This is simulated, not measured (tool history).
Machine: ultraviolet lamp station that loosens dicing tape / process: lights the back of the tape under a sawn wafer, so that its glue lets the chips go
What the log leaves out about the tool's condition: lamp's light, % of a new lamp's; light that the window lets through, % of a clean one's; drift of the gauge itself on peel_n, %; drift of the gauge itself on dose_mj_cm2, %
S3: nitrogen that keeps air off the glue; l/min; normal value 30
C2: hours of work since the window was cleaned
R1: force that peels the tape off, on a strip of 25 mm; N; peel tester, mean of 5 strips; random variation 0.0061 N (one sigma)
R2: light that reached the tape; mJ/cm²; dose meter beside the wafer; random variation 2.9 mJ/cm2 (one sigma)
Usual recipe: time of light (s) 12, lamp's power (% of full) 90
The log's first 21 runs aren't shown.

{"run": 22, "hour": 700.5, "time of light (s)": 12, "lamp's power (% of full)": 90, "S3": 30, "hours of work of the lamp": 1294, "C2": 129, "R1": 0.379, "R2": 298}
{"run": 23, "hour": 737.5, "time of light (s)": 12, "lamp's power (% of full)": 90, "S3": 30, "hours of work of the lamp": 1315, "C2": 150, "R1": 0.36, "R2": 291}
{"run": 24, "hour": 766.3, "time of light (s)": 20, "lamp's power (% of full)": 84, "S3": 14, "hours of work of the lamp": 1332, "C2": 167, "R1": 0.289, "R2": 453}
{"run": 25, "hour": 785.8, "time of light (s)": 12, "lamp's power (% of full)": 70, "S3": 17, "hours of work of the lamp": 1343, "C2": 178, "R1": 0.932, "R2": 222}
{"run": 26, "hour": 823.9, "time of light (s)": 7, "lamp's power (% of full)": 70, "S3": 17, "hours of work of the lamp": 1365, "C2": 200, "R1": 1.805, "R2": 123}
{"hour": 849.5, "done": "window cleaned of glue's vapour"}
{"run": 27, "hour": 863.0, "time of light (s)": 7, "lamp's power (% of full)": 70, "S3": 17, "hours of work of the lamp": 1387, "C2": 8, "R1": 1.597, "R2": 141}
{"run": 28, "hour": 892.4, "time of light (s)": 9, "lamp's power (% of full)": 78, "S3": 30, "hours of work of the lamp": 1404, "C2": 25, "R1": 0.746, "R2": 201}
{"run": 29, "hour": 917.0, "time of light (s)": 9, "lamp's power (% of full)": 78, "S3": 30, "hours of work of the lamp": 1419, "C2": 39, "R1": 0.767, "R2": 199}
{"run": 30, "hour": 953.9, "time of light (s)": 12, "lamp's power (% of full)": 90, "S3": 22, "hours of work of the lamp": 1440, "C2": 60, "R1": 0.449, "R2": 302}
{"run": 31, "hour": 981.7, "time of light (s)": 9, "lamp's power (% of full)": 92, "S3": 17, "hours of work of the lamp": 1456, "C2": 76, "R1": 0.845, "R2": 230}
{"run": 32, "hour": 1007.3, "time of light (s)": 8, "lamp's power (% of full)": 94, "S3": 17, "hours of work of the lamp": 1471, "C2": 91, "R1": 1.066, "R2": 205}
{"hour": 1021.5, "done": "lamp changed"}
{"run": 33, "hour": 1030.5, "time of light (s)": 8, "lamp's power (% of full)": 94, "S3": 17, "hours of work of the lamp": 5, "C2": 104, "R1": 0.657, "R2": 268}
{"run": 34, "hour": 1067.5, "time of light (s)": 8, "lamp's power (% of full)": 94, "S3": 17, "hours of work of the lamp": 27, "C2": 125, "R1": 0.725, "R2": 263}
{"run": 35, "hour": 1091.5, "time of light (s)": 14, "lamp's power (% of full)": 82, "S3": 34, "hours of work of the lamp": 40, "C2": 139, "R1": 0.179, "R2": 397}
{"run": 36, "hour": 1113.7, "time of light (s)": 14, "lamp's power (% of full)": 82, "S3": 34, "hours of work of the lamp": 53, "C2": 152, "R1": 0.173, "R2": 396}
{"run": 37, "hour": 1155.5, "time of light (s)": 14, "lamp's power (% of full)": 82, "S3": 34, "hours of work of the lamp": 77, "C2": 176, "R1": 0.176, "R2": 387}
{"run": 38, "hour": 1201.1, "time of light (s)": 14, "lamp's power (% of full)": 82, "S3": 34, "hours of work of the lamp": 104, "C2": 202, "R1": 0.184, "R2": 381}

For run 39, what comes out?
{"hour": 1220.9, "done": "window cleaned of glue's vapour"}
{"run": 39, "hour": 1224.4, "time of light (s)": 14, "lamp's power (% of full)": 82, "S3": 34, "hours of work of the lamp": 117, "C2": 2, "R1": "?", "R2": "?"}

R1: 0.156 N
R2: 429 mJ/cm²
Were there no unlogged condition in the tool, this run, its random variation unchanged, would have produced R1 0.148 N, R2 442 mJ/cm².
